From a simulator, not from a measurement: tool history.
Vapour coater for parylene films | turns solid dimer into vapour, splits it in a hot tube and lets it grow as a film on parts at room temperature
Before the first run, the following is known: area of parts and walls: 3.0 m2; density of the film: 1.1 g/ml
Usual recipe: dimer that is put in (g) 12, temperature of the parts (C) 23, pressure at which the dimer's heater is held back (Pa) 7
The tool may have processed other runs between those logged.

run,hour,dimer that is put in (g),temperature of the parts (C),pressure at which the dimer's heater is held back (Pa),thickness of the film (um)
1,0,12,23,7,2.46
2,24.6,12,23,7,2.42
3,79.7,12,23,7,2.44
4,122.1,13,23,7,2.57
5,160.6,13,23,7,2.63
6,213.4,13,23,7,2.58
7,258.4,13,23,7,2.59
# hour 277: trap's valve overhauled
8,293.6,12,23,7,2.69
9,329.8,12,23,7,2.66
10,378.9,12,21,7,2.84
11,414,12,21,7,2.81
12,438.6,18,15,11.09,4.52
13,472.6,19,32,3.36,3.75
14,526.6,16,23,3.1,4.24
15,554.8,16,23,3.1,4.23
16,587.3,12,26,6.34,2.4
17,612.3,8,23,5.17,1.84
18,661.9,13,23,5.17,3

For some of the steps in thickness of the film (um) from one run to the next: how much would appear even if the tool had no hidden state, given the settings, what came in and random variation, and how much remains for the hidden state plus any gauge scatter that the measured result and the result without hidden state don't share?
Hidden conditions of the tool in this case: vapour lost through the trap's worn valve, %; true temperature of the parts over the reading, C; drift of the gauge itself on film_um, %.
Run 7 -> 8: dimer that is put in (g) 13 -> 12, trap's valve overhauled. thickness of the film (um) +0.1: hidden state +0.32, all else -0.22.
Run 15 -> 16: dimer that is put in (g) 16 -> 12, temperature of the parts (C) 23 -> 26, pressure at which the dimer's heater is held back (Pa) 3.1 -> 6.34. thickness of the film (um) -1.83: hidden state +0.04, all else -1.87.
